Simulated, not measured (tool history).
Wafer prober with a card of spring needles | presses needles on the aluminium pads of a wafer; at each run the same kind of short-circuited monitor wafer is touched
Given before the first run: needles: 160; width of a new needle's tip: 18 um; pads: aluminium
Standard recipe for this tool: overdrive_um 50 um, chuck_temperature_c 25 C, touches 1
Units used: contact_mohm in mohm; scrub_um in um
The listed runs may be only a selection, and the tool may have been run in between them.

| run | hour | overdrive_um | chuck_temperature_c | touches | contact_mohm | scrub_um |
|---|---|---|---|---|---|---|
| 1 | 0.0 | 50 | 25 | 1 | 223 | 12.22 |
|  | 11.6 | tips cleaned on abrasive film |
|  | 26.1 | tips cleaned on abrasive film |
|  | 39.3 | tips cleaned on abrasive film |
| 2 | 47.0 | 32 | 25 | 1 | 396 | 7.75 |
|  | 52.9 | tips cleaned on abrasive film |
|  | 67.2 | tips cleaned on abrasive film |
|  | 81.3 | tips cleaned on abrasive film |
|  | 94.2 | tips cleaned on abrasive film |
| 3 | 94.2 | 32 | 25 | 2 | 215 | 7.71 |
|  | 107.7 | tips cleaned on abrasive film |
|  | 121.7 | tips cleaned on abrasive film |
|  | 135.1 | tips cleaned on abrasive film |
| 4 | 135.2 | 50 | 25 | 1 | 202 | 12.10 |
|  | 148.5 | tips cleaned on abrasive film |
|  | 163.3 | tips cleaned on abrasive film |
|  | 174.4 | height of the first contact set anew |
|  | 177.6 | tips cleaned on abrasive film |
| 5 | 181.9 | 50 | 25 | 1 | 250 | 12.37 |
|  | 191.1 | tips cleaned on abrasive film |
| 6 | 202.2 | 50 | 25 | 1 | 286 | 12.32 |
|  | 204.6 | tips cleaned on abrasive film |
|  | 218.7 | tips cleaned on abrasive film |
| 7 | 225.1 | 50 | 25 | 1 | 270 | 12.30 |
|  | 231.4 | tips cleaned on abrasive film |
|  | 245.0 | tips cleaned on abrasive film |
|  | 258.9 | tips cleaned on abrasive film |
| 8 | 263.7 | 50 | 25 | 1 | 259 | 12.25 |
|  | 272.3 | tips cleaned on abrasive film |
|  | 285.5 | tips cleaned on abrasive film |
|  | 298.0 | tips cleaned on abrasive film |
| 9 | 301.9 | 50 | 25 | 1 | 248 | 12.22 |
|  | 312.3 | tips cleaned on abrasive film |
|  | 326.8 | tips cleaned on abrasive film |
| 10 | 330.8 | 50 | 25 | 1 | 246 | 12.22 |
|  | 339.6 | tips cleaned on abrasive film |
|  | 354.9 | tips cleaned on abrasive film |
| 11 | 363.5 | 50 | 25 | 1 | 280 | 12.17 |
|  | 368.7 | tips cleaned on abrasive film |
|  | 384.0 | tips cleaned on abrasive film |
| 12 | 392.1 | 50 | 25 | 1 | 282 | 12.19 |
|  | 398.3 | tips cleaned on abrasive film |
|  | 412.5 | tips cleaned on abrasive film |
|  | 426.1 | tips cleaned on abrasive film |
| 13 | 437.8 | 50 | 108 | 2 | 267 | 12.10 |
|  | 440.2 | tips cleaned on abrasive film |
|  | 453.8 | tips cleaned on abrasive film |
|  | 466.1 | tips cleaned on abrasive film |
|  | 466.4 | height of the first contact set anew |
| 14 | 475.1 | 67 | 108 | 2 | 233 | 16.50 |
|  | 481.3 | tips cleaned on abrasive film |
|  | 494.5 | tips cleaned on abrasive film |
|  | 508.1 | tips cleaned on abrasive film |
| 15 | 514.4 | 31 | 76 | 1 | 378 | 7.64 |
|  | 522.4 | tips cleaned on abrasive film |
|  | 537.7 | tips cleaned on abrasive film |
| 16 | 548.2 | 50 | 25 | 1 | 302 | 12.25 |
|  | 551.3 | tips cleaned on abrasive film |
|  | 564.2 | tips cleaned on abrasive film |
|  | 578.3 | tips cleaned on abrasive film |
| 17 | 580.3 | 33 | 25 | 1 | 294 | 8.10 |
|  | 592.6 | tips cleaned on abrasive film |
|  | 605.8 | tips cleaned on abrasive film |
| 18 | 609.2 | 52 | 85 | 1 | 249 | 12.75 |
|  | 618.5 | tips cleaned on abrasive film |
|  | 633.6 | tips cleaned on abrasive film |
|  | 647.8 | tips cleaned on abrasive film |
| 19 | 654.4 | 62 | 68 | 2 | 232 | 15.12 |
|  | 662.9 | tips cleaned on abrasive film |
|  | 675.2 | tips cleaned on abrasive film |
| 20 | 687.4 | 62 | 59 | 2 | 244 | 15.09 |
|  | 690.3 | tips cleaned on abrasive film |
|  | 705.6 | tips cleaned on abrasive film |
|  | 718.5 | tips cleaned on abrasive film |
|  | 732.8 | tips cleaned on abrasive film |
| 21 | 734.0 | 62 | 59 | 2 | 209 | 15.04 |
|  | 747.8 | tips cleaned on abrasive film |
|  | 759.1 | height of the first contact set anew |
| 22 | 759.1 | 37 | 32 | 2 | 305 | 9.18 |
|  | 762.3 | tips cleaned on abrasive film |
|  | 777.3 | tips cleaned on abrasive film |
| 23 | 786.7 | 37 | 32 | 2 | 300 | 9.10 |

Selected run-to-run steps in contact_mohm, each split into two signed amounts: the part the tool would show with no hidden state at all (from settings, incoming material and random variation), and the remainder, which goes to the hidden state together with any gauge scatter not common to the measured and the hidden-state-free results:
Unlogged tool condition in this case: debris on the tips, nm; way that the needles fall short of the set height, um; tips' diameter, um; drift of the gauge itself on contact_mohm, %; drift of the gauge itself on scrub_um, %.
Run 1 -> 2: overdrive_um 50 -> 32, tips cleaned on abrasive film, tips cleaned on abrasive film, tips cleaned on abrasive film. contact_mohm +173 mohm: hidden state +165, all else +8.
Run 2 -> 3: touches 1 -> 2, tips cleaned on abrasive film, tips cleaned on abrasive film, tips cleaned on abrasive film, tips cleaned on abrasive film. contact_mohm -181 mohm: hidden state -180, all else -1.

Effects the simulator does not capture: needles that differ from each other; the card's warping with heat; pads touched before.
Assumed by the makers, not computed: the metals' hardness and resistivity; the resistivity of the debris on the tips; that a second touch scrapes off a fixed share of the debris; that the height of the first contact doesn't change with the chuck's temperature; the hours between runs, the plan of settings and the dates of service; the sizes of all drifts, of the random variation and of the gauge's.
